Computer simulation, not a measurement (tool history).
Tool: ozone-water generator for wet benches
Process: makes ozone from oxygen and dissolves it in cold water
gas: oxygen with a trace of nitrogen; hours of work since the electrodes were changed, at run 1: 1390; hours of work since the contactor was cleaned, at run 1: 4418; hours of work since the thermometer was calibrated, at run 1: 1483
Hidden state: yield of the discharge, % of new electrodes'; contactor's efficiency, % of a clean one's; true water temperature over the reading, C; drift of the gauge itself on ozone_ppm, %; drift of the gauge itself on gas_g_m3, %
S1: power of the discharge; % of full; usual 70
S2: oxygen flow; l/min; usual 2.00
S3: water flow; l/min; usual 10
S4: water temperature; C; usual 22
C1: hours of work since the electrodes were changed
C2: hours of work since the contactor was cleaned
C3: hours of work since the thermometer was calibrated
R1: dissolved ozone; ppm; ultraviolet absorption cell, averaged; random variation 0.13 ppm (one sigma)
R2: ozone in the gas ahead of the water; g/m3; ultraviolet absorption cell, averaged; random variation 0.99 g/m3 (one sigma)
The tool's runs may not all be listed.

Run 1, hour 0.0: usual settings; C1 1390; C2 4418; C3 1483. Result: R1 11.5 ppm, R2 164.3 g/m3.
Run 2, hour 63.2: usual settings; C1 1438; C2 4466; C3 1531. Result: R1 11.5 ppm, R2 164.7 g/m3.
Run 3, hour 121.8: usual settings; C1 1483; C2 4511; C3 1576. Result: R1 11.5 ppm, R2 164.0 g/m3.
Run 4, hour 185.0: usual settings; C1 1531; C2 4559; C3 1624. Result: R1 11.3 ppm, R2 163.8 g/m3.
Run 5, hour 258.2: usual settings; C1 1587; C2 4615; C3 1680. Result: R1 11.4 ppm, R2 163.7 g/m3.
Run 6, hour 327.0: usual settings; C1 1639; C2 4668; C3 1733. Result: R1 11.5 ppm, R2 164.0 g/m3.
Run 7, hour 401.6: usual settings; C1 1696; C2 4725; C3 1790. Result: R1 11.3 ppm, R2 161.1 g/m3.
Run 8, hour 483.9: usual settings but S1 97 % of full, S3 12 l/min, S4 15 C; C1 1759; C2 4787; C3 1853. Result: R1 13.2 ppm, R2 214.7 g/m3.
Run 9, hour 517.8: usual settings but S1 45 % of full, S2 3.00 l/min, S3 9 l/min, S4 15 C; C1 1785; C2 4813; C3 1879. Result: R1 10.5 ppm, R2 99.9 g/m3.
Run 10, hour 551.8: usual settings but S1 64 % of full, S2 1.36 l/min, S3 9 l/min, S4 15 C; C1 1811; C2 4839; C3 1905. Result: R1 11.2 ppm, R2 170.6 g/m3.
Run 11, hour 615.1: usual settings but S1 92 % of full, S2 2.45 l/min, S3 8 l/min, S4 24 C; C1 1859; C2 4888; C3 1953. Result: R1 17.6 ppm, R2 189.2 g/m3.
Run 12, hour 660.4: usual settings but S1 75 % of full, S2 3.00 l/min, S3 11 l/min, S4 26 C; C1 1894; C2 4922; C3 1988. Result: R1 11.2 ppm, R2 151.0 g/m3.
Run 13, hour 738.0: usual settings but S1 52 % of full; C1 1953; C2 4982; C3 2047. Result: R1 8.7 ppm, R2 126.6 g/m3.

5 ways to go on from here, each from the tool as it stands after run 13. What would each give?
Run A, hour 799.2: usual settings but S1 81 % of full, S3 11 l/min, S4 15 C; C1 2000; C2 5028; C3 2094. Result: R1 ?, R2 ?.
Run B, hour 799.2: usual settings but S1 55 % of full, S3 16 l/min; C1 2000; C2 5028; C3 2094. Result: R1 ?, R2 ?.
Run C, hour 799.2: usual settings but S1 45 % of full, S3 12 l/min; C1 2000; C2 5028; C3 2094. Result: R1 ?, R2 ?.
Run D, hour 799.2: usual settings but S1 52 % of full, S3 14 l/min, S4 16 C; C1 2000; C2 5028; C3 2094. Result: R1 ?, R2 ?.
Run E, hour 799.2: usual settings but S1 94 % of full, S2 3.03 l/min, S3 16 l/min; C1 2000; C2 5028; C3 2094. Result: R1 ?, R2 ?.

run    R1     R2
  A  12.2  182.0
  B   5.3  132.7
  C   6.4  112.5
  D   6.2  126.0
  E   9.6  180.1
Without the tool's hidden state the same runs would have given:
run    R1     R2
  A  14.5  195.3
  B   6.3  139.5
  C   7.3  117.0
  D   7.3  132.1
  E  11.6  194.9
